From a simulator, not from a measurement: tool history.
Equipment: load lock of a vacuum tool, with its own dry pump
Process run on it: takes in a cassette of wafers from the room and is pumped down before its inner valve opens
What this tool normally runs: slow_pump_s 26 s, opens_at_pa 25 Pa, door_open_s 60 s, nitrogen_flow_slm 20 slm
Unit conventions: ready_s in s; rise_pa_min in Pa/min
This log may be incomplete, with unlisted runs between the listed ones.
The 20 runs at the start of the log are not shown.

run	hour	slow_pump_s	opens_at_pa	door_open_s	nitrogen_flow_slm	hours that the pump has run since its overhaul	times that the door has closed on its seal	incoming humidity of the room's air, %	ready_s	rise_pa_min
21	7624.3	26	43	175	20	826	11156	44.1	34.1	0.171
22	7990.9	26	28	44	20	1193	12450	44.7	34.6	0.147
23	8428.9	26	46	60	20	1631	13995	44.5	33.9	0.168
24	8667.0	26	25	60	21	1869	14835	45.8	34.8	0.185
25	9049.1	26	25	60	21	2251	16183	39.9	34.8	0.182
26	9491.5	20	25	133	24	2694	17743	43.5	29.6	0.226
27	10013.4	40	24	115	11	3216	19584	43.8	46.8	0.271
28	10403.1	14	47	28	4	3605	20959	44.8	23.7	0.264
29	10757.7	24	44	73	20	3960	22210	44.1	32.6	0.285
30	11030.1	24	44	73	20	4232	23171	43.2	32.4	0.295
31	11387.8	26	29	60	11	4590	24432	47.3	34.9	0.330
32	11788.4	26	29	60	11	4991	25846	45.3	34.6	0.351
33	12061.9	39	24	94	42	5264	26810	47.5	45.8	0.337
34	12468.1	26	29	60	9	5670	28243	44.2	34.8	0.384
35	12796.5	26	29	60	9	5999	29402	43.6	35.2	0.411
36	13249.2	21	19	29	11	6451	30999	42.6	31.2	0.412

Each row is a separate what-if for the run after 36, all from the same tool condition, not one after another. Results?
# hour 13401.4: door's seal changed, seat wiped
A	13529.5	21	22	29	18	6730	452	47.2	?	?
# hour 13401.4: door's seal changed, seat wiped
B	13529.5	26	26	60	20	6730	452	44.8	?	?
# hour 13401.4: door's seal changed, seat wiped
C	13529.5	23	34	183	20	6730	452	45.4	?	?
# hour 13401.4: door's seal changed, seat wiped
D	13529.5	31	19	29	24	6730	452	47.1	?	?
# hour 13401.4: door's seal changed, seat wiped
E	13529.5	25	19	29	12	6730	452	41.8	?	?

run	ready_s	rise_pa_min
A	31.3	0.066
B	35.3	0.076
C	32.2	0.113
D	39.7	0.061
E	34.7	0.071
What these runs would have given with no unlogged condition in the tool:
run	ready_s	rise_pa_min
A	30.6	0.062
B	34.7	0.073
C	31.6	0.110
D	39.1	0.058
E	34.1	0.067
